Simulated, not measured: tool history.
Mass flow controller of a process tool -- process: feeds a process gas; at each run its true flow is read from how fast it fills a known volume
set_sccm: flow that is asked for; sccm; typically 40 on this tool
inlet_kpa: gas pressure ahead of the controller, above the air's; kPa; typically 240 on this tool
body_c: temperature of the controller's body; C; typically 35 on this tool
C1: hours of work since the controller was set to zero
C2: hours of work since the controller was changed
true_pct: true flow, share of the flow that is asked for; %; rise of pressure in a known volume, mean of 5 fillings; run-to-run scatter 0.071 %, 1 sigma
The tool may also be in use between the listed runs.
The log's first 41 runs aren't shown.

{"run": 42, "hour": 14772.6, "set_sccm": 44, "inlet_kpa": 259, "body_c": 39, "C1": 143, "C2": 5110, "true_pct": 101.1}
{"run": 43, "hour": 15241.8, "set_sccm": 40, "inlet_kpa": 217, "body_c": 35, "C1": 296, "C2": 5263, "true_pct": 100.54}
{"run": 44, "hour": 15688.7, "set_sccm": 40, "inlet_kpa": 217, "body_c": 35, "C1": 442, "C2": 5409, "true_pct": 100.64}
{"run": 45, "hour": 16199.8, "set_sccm": 40, "inlet_kpa": 240, "body_c": 35, "C1": 608, "C2": 5575, "true_pct": 100.7}
{"run": 46, "hour": 16562.9, "set_sccm": 16, "inlet_kpa": 240, "body_c": 23, "C1": 727, "C2": 5693, "true_pct": 98.03}
{"run": 47, "hour": 16788.1, "set_sccm": 8, "inlet_kpa": 257, "body_c": 39, "C1": 800, "C2": 5767, "true_pct": 98.9}
{"hour": 16917.5, "done": "gauge calibrated"}
{"run": 48, "hour": 17184.8, "set_sccm": 8, "inlet_kpa": 202, "body_c": 28, "C1": 929, "C2": 5896, "true_pct": 97.41}
{"run": 49, "hour": 17571.2, "set_sccm": 32, "inlet_kpa": 225, "body_c": 25, "C1": 1055, "C2": 6022, "true_pct": 98.84}

Each row is a separate what-if for the run after 49, all from the same tool condition, not one after another. Results?
{"run": "A", "hour": 18010.8, "set_sccm": 31, "inlet_kpa": 174, "body_c": 24, "C1": 1198, "C2": 6165, "true_pct": "?"}
{"run": "B", "hour": 18010.8, "set_sccm": 15, "inlet_kpa": 225, "body_c": 30, "C1": 1198, "C2": 6165, "true_pct": "?"}
{"run": "C", "hour": 18010.8, "set_sccm": 46, "inlet_kpa": 163, "body_c": 20, "C1": 1198, "C2": 6165, "true_pct": "?"}

run=A true_pct=98.87
run=B true_pct=98.09
run=C true_pct=99.62
Take away the tool's hidden state, keep each run's random variation, and the runs would have read:
run=A true_pct=98.73
run=B true_pct=97.95
run=C true_pct=99.48
